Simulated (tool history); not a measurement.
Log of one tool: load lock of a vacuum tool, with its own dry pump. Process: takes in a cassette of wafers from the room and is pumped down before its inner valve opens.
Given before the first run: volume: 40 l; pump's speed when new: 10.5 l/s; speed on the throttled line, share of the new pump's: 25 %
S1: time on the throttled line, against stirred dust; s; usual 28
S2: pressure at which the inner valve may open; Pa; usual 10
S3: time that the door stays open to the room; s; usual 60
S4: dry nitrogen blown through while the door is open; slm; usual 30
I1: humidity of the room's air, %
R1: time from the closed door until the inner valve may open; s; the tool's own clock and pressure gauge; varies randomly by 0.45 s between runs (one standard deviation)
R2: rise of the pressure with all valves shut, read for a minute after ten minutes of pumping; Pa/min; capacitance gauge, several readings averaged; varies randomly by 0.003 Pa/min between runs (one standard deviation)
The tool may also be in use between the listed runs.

run 1 hour=0.0 | S1=28 S2=10 S3=60 S4=30 | I1=41.6 | R1=59.5 R2=0.049
run 2 hour=169.1 | S1=28 S2=10 S3=60 S4=30 | I1=44.7 | R1=58.6 R2=0.054
run 3 hour=489.6 | S1=29 S2=10 S3=60 S4=30 | I1=44.6 | R1=60.6 R2=0.064
run 4 hour=716.3 | S1=29 S2=10 S3=60 S4=30 | I1=45.3 | R1=59.4 R2=0.068
run 5 hour=993.3 | S1=28 S2=10 S3=60 S4=30 | I1=45.6 | R1=58.5 R2=0.076
run 6 hour=1396.6 | S1=28 S2=10 S3=60 S4=30 | I1=43.2 | R1=60.2 R2=0.079
run 7 hour=1655.7 | S1=28 S2=10 S3=60 S4=30 | I1=46.6 | R1=60.1 R2=0.094
run 8 hour=1866.8 | S1=23 S2=10 S3=165 S4=5 | I1=45.6 | R1=56.2 R2=0.177
run 9 hour=2150.9 | S1=23 S2=10 S3=165 S4=5 | I1=45.2 | R1=55.8 R2=0.174

What will run 10 give?
run 10 hour=2361.0 | S1=28 S2=9 S3=145 S4=30 | I1=47.8 | R1=? R2=?

Logged for run 10: R1 60.2 s, R2 0.136 Pa/min.
Take away the tool's hidden state, keep the run-to-run variation as it was, and the same run would have given R1 57.1 s, R2 0.071 Pa/min.

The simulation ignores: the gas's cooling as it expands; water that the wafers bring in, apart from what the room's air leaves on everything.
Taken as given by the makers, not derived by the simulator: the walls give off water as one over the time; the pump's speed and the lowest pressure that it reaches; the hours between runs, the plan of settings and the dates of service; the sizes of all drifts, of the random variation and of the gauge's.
